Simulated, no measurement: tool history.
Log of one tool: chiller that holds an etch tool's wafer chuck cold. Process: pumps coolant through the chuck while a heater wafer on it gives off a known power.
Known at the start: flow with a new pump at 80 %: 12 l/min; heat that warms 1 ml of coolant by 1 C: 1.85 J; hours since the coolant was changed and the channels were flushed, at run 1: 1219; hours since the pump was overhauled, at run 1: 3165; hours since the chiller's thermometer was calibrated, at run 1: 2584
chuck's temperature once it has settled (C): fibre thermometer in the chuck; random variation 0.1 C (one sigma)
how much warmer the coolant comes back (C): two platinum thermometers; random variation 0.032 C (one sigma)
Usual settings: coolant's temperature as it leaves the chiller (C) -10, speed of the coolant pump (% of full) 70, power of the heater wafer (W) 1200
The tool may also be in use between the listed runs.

run,day,coolant's temperature as it leaves the chiller (C),speed of the coolant pump (% of full),power of the heater wafer (W),hours since the coolant was changed and the channels were flushed,hours since the pump was overhauled,hours since the chiller's thermometer was calibrated,chuck's temperature once it has settled (C),how much warmer the coolant comes back (C)
1,0,-10,70,1200,1219,3165,2584,1.2,3.77
2,2.75,-10,70,872,1285,3231,2650,-1.9,2.81
3,6.021,-10,70,872,1363,3310,2728,-2,2.75
4,7.517,-10,70,1200,1399,3346,2764,1,3.75
5,9.746,-10,70,1200,1452,3399,2817,1,3.87
6,11.308,-10,70,1200,1490,3437,2855,1.1,3.84
7,13.154,-10,70,1200,1534,3481,2899,1.3,3.85
8,16.5,-10,70,1200,1615,3561,2980,1.2,3.88
9,17.967,0,70,1200,1650,3597,3015,11.1,3.87
10,19.8,0,70,1200,1694,3641,3059,11.2,3.87
11,21.975,0,70,1200,1746,3693,3111,11.1,3.83
12,23.479,0,70,1200,1782,3729,3147,11.1,3.91
13,25.425,-14,70,1200,1829,3775,3194,-2.8,3.94
# day 25.992: chiller's thermometer calibrated
14,27.879,-14,70,1200,1887,3833,45,-2.7,3.93
15,29.975,-17,70,1200,1937,3884,96,-5.8,3.93
# day 31.562: gauge calibrated
16,32.754,-10,61,1200,2004,3950,162,2.7,4.4
17,34.267,-10,61,1200,2040,3987,199,2.7,4.42
18,35.933,-17,61,663,2080,4027,239,-10,2.48
19,39.067,-17,61,663,2155,4102,314,-10,2.45
20,40.671,-14,84,1200,2194,4140,352,-4.5,3.11
21,43.383,-14,84,1200,2259,4206,417,-4.7,3.14
22,45.304,-14,96,1577,2305,4252,464,-3.3,3.57
23,46.758,-14,96,1577,2340,4287,498,-3.3,3.57
24,48.325,-10,70,1564,2377,4324,536,4.6,5.03
25,50.633,-10,86,1562,2433,4379,591,1.8,4.08
26,52.242,-19,86,916,2471,4418,630,-11.9,2.39
27,54.279,-5,86,916,2520,4467,679,2,2.43
28,56.246,-13,63,969,2567,4514,726,-3,3.57
29,59.504,-15,63,969,2646,4592,804,-5,3.62
30,63,-4,67,855,2730,4676,888,4.2,3.03
31,65.879,-10,79,994,2799,4745,957,-1.8,2.92
32,67.854,-2,70,638,2846,4793,1005,4,2.23

4 ways to go on from here, each from the tool as it stands after run 32. What would each give?
A,69.988,-2,70,639,2897,4844,1056,?,?
B,69.988,-5,72,758,2897,4844,1056,?,?
C,69.988,-7,70,1200,2897,4844,1056,?,?
D,69.988,-12,68,1200,2897,4844,1056,?,?

run,chuck's temperature once it has settled (C),how much warmer the coolant comes back (C)
A,3.9,2.28
B,1.8,2.56
C,4.2,4.03
D,-0.5,4.09
Without the tool's hidden state the same runs would have given:
run,chuck's temperature once it has settled (C),how much warmer the coolant comes back (C)
A,3.9,2.03
B,1.8,2.3
C,4.2,3.77
D,-0.6,3.83
